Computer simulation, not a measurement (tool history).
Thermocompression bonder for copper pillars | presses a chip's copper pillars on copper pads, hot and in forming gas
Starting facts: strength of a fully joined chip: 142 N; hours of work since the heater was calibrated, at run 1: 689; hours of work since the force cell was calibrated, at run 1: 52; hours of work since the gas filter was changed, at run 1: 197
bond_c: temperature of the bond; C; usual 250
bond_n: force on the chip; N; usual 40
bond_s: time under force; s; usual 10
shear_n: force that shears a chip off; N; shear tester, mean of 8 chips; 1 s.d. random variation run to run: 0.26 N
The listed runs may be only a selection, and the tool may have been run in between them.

run	hour	bond_c	bond_n	bond_s	hours of work since the heater was calibrated	hours of work since the force cell was calibrated	hours of work since the gas filter was changed	shear_n
1	0.0	250	40	10	689	52	197	90.5
2	34.7	250	40	10	709	71	217	89.8
# hour 49.5: heater calibrated with a thermocouple chip
3	63.2	250	40	10	8	86	232	85.1
4	97.3	250	40	10	27	105	251	85.5
5	133.0	250	40	10	47	125	271	85.5
6	150.0	250	27	10	56	135	280	65.3
7	168.7	250	27	10	67	145	291	65.4
# hour 173.1: force cell calibrated
8	195.4	257	27	10	81	12	305	71.6

Expected results for the next run?
9	214.4	245	40	10	91	23	315	?

Run 9 measured shear_n 80.3 N.
Take away the tool's hidden state, keep the run-to-run variation as it was, and the same run would have given shear_n 81.7 N.
